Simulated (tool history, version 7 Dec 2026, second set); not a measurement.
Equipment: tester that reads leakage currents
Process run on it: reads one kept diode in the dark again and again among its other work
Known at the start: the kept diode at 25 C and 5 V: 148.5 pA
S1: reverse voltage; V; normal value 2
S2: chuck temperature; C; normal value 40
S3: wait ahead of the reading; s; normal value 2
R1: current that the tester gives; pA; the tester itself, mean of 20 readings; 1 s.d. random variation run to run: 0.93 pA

run,day,S1,S2,S3,R1
1,0,2,40,2,323.34
2,1.092,2,40,2,322.02
# day 2.467: chuck's temperature calibrated
3,2.867,2,40,2,312.34
4,3.65,2,40,2,311.44
5,5.083,2,40,2,312.89
6,6.388,2,40,2,312.52
7,7.429,2,40,2,313.26
8,8.812,2,40,2,312.02
9,10.392,2,40,2,313.47
10,11.788,2,40,2,312.75
11,13.142,2,22,2,68.94
12,14.542,2,40,2,314.6
13,16.179,2,40,2,314.92
14,17.504,2,40,1.75,316.48
15,18.842,2,40,1.75,317.77
16,19.775,2,40,1.75,317.4
17,21.658,2.54,40,2,364.94
18,22.962,1.8,40,2,298.09
19,24.621,1.8,40,2,299.92
20,26.125,12.42,40,2,927.63
21,27.583,1.28,57,2,896.35
22,28.758,1.28,57,2,899.07
23,30.108,1.28,57,2,895.5
24,31.367,1.56,28,2,102.38
25,32.692,2,40,0.87,320.33
26,34.4,2,40,0.43,320.64
27,35.929,2,40,0.43,322.87
28,37.246,2,40,0.43,322.83
29,38.096,1.91,40,1.29,314.06
# day 39.992: probe card cleaned and baked
30,40.088,5.59,26,2,179.74
31,41.417,2,40,3.25,319.8
32,42.5,18.15,23,3.61,274.54
33,43.508,18.15,23,3.61,273.58
34,44.679,17.21,47,2,1948.69
35,46.221,2.38,46,1.34,571.4
36,47.225,5.68,46,4.96,949.66
37,48.212,6.39,35,2,423.14
38,49.412,6.39,35,2,421.41
39,50.25,2.95,48,1.82,758.5

Subtracting, for every run, the result it would have given without the tool's unlogged condition from the measured result gives the following. The same run-to-run variation enters both numbers; the gauge's scatter may not:
Hidden conditions of the tool in this case: stray current of the dirty probe card, pA a volt; current scale over the true one, %; true chuck temperature over the reading, C; drift of the gauge itself on leakage_pa, %.
run,R1
1,+11.95
2,+12.2
3,+1.01
4,+1.19
5,+1.59
6,+1.95
7,+2.25
8,+2.6
9,+3.04
10,+3.42
11,+2.08
12,+4.12
13,+4.55
14,+4.94
15,+5.33
16,+5.57
17,+7.23
18,+5.98
19,+6.47
20,+27.62
21,+16.45
22,+17.26
23,+18.11
24,+3.88
25,+9.21
26,+9.66
27,+10.12
28,+10.48
29,+10.41
30,+5.48
31,+9.37
32,+9.64
33,+10.05
34,+60.75
35,+18.41
36,+31.5
37,+15.59
38,+16.02
39,+26.57
